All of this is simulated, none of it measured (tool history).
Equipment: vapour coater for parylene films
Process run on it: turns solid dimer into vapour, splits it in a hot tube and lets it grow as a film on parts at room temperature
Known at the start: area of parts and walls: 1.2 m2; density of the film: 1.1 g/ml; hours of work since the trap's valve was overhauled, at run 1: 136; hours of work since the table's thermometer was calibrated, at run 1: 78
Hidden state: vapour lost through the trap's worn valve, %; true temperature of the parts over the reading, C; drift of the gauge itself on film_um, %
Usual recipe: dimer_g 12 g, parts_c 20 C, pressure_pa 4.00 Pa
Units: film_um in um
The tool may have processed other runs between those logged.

run	hour	dimer_g	parts_c	pressure_pa	hours of work since the trap's valve was overhauled	hours of work since the table's thermometer was calibrated	film_um
1	0.0	12	20	4.00	136	78	5.32
2	21.6	12	20	4.00	152	94	5.29
3	37.3	12	20	4.00	164	106	5.23
4	52.5	12	20	4.00	175	117	5.36
5	75.7	12	20	4.00	192	134	5.29
6	91.1	12	20	4.00	203	145	5.30
7	108.0	12	20	2.05	216	158	5.65
8	132.0	12	20	2.05	233	175	5.55
9	158.9	12	20	2.05	253	195	5.68
10	172.7	12	22	4.00	263	205	5.00
11	192.3	12	22	4.00	277	220	5.03
12	205.7	6	20	4.00	287	229	2.63
13	225.7	7	20	4.00	302	244	3.08
14	242.4	12	20	4.00	314	256	5.21
15	270.6	12	20	4.00	335	277	5.24
# hour 283.4: trap's valve overhauled
16	290.6	12	20	4.00	5	289	5.25
17	310.1	12	20	4.00	20	303	5.31
18	325.9	12	20	4.00	31	315	5.28
19	343.1	12	20	4.00	44	327	5.32
20	363.9	8	16	2.62	59	343	4.04
21	383.3	8	16	2.62	73	357	4.10
22	403.3	11	25	4.00	88	372	4.32
23	426.2	11	21	7.15	105	388	4.48
24	442.7	12	25	5.80	117	401	4.56
25	463.3	17	26	5.80	132	416	6.27
26	486.4	17	26	5.80	149	433	6.23
27	505.3	7	20	3.48	163	446	3.13
28	526.9	11	20	9.54	179	462	4.51
29	545.9	6	15	5.46	193	476	2.92
30	573.1	6	15	5.46	213	496	2.89
31	591.3	15	12	4.00	226	510	8.08
32	613.6	8	14	4.54	242	526	4.00
33	632.4	8	17	4.54	256	540	3.74

Describe how what the log doesn't record of the tool's condition differs between the last listed run preceding each entry between runs and the first listed run following it.
In the gap between runs 15 and 16: trap's valve overhauled (hour 283.4)
  vapour lost through the trap's worn valve, %: 0.6 -> 0

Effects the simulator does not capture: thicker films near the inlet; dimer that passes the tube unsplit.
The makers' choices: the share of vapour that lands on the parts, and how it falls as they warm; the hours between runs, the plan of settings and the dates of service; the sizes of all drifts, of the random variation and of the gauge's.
